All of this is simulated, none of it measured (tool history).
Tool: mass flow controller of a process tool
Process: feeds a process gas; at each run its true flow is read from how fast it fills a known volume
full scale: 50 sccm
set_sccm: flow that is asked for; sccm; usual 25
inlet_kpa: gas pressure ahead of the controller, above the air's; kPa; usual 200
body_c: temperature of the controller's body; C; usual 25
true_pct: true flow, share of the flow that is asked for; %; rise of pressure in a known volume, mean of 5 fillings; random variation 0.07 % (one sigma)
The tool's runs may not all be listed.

run 1 hour=0 | set_sccm=25 inlet_kpa=200 body_c=25 | true_pct=95.98
run 2 hour=83.5 | set_sccm=25 inlet_kpa=200 body_c=25 | true_pct=96.1
run 3 hour=227.4 | set_sccm=25 inlet_kpa=200 body_c=25 | true_pct=96.1
run 4 hour=293.7 | set_sccm=25 inlet_kpa=200 body_c=25 | true_pct=96.14
run 5 hour=374.7 | set_sccm=25 inlet_kpa=159 body_c=25 | true_pct=96.13
run 6 hour=528.8 | set_sccm=25 inlet_kpa=159 body_c=25 | true_pct=96.16
run 7 hour=628 | set_sccm=25 inlet_kpa=159 body_c=25 | true_pct=96.16
run 8 hour=708.4 | set_sccm=25 inlet_kpa=159 body_c=25 | true_pct=96.15
run 9 hour=850.6 | set_sccm=25 inlet_kpa=159 body_c=25 | true_pct=96
run 10 hour=939.7 | set_sccm=25 inlet_kpa=159 body_c=25 | true_pct=95.98
run 11 hour=1076.5 | set_sccm=11 inlet_kpa=227 body_c=22 | true_pct=94.34
run 12 hour=1198.4 | set_sccm=11 inlet_kpa=210 body_c=26 | true_pct=94.29
run 13 hour=1349.1 | set_sccm=9 inlet_kpa=210 body_c=24 | true_pct=94
run 14 hour=1501.2 | set_sccm=9 inlet_kpa=150 body_c=35 | true_pct=94.48
run 15 hour=1631.5 | set_sccm=17 inlet_kpa=143 body_c=21 | true_pct=94.99
run 16 hour=1764.9 | set_sccm=17 inlet_kpa=143 body_c=21 | true_pct=95.02
run 17 hour=1882.5 | set_sccm=17 inlet_kpa=224 body_c=21 | true_pct=94.66
run 18 hour=1964.8 | set_sccm=17 inlet_kpa=224 body_c=21 | true_pct=94.61

3 ways to go on from here, each from the tool as it stands after run 18. What would each give?
run A hour=2068.4 | set_sccm=23 inlet_kpa=243 body_c=26 | true_pct=?
run B hour=2068.4 | set_sccm=25 inlet_kpa=195 body_c=25 | true_pct=?
run C hour=2068.4 | set_sccm=25 inlet_kpa=224 body_c=25 | true_pct=?

run=A true_pct=95.05
run=B true_pct=95.38
run=C true_pct=95.26
Without the tool's hidden state the same runs would have given:
run=A true_pct=98.53
run=B true_pct=98.81
run=C true_pct=98.7

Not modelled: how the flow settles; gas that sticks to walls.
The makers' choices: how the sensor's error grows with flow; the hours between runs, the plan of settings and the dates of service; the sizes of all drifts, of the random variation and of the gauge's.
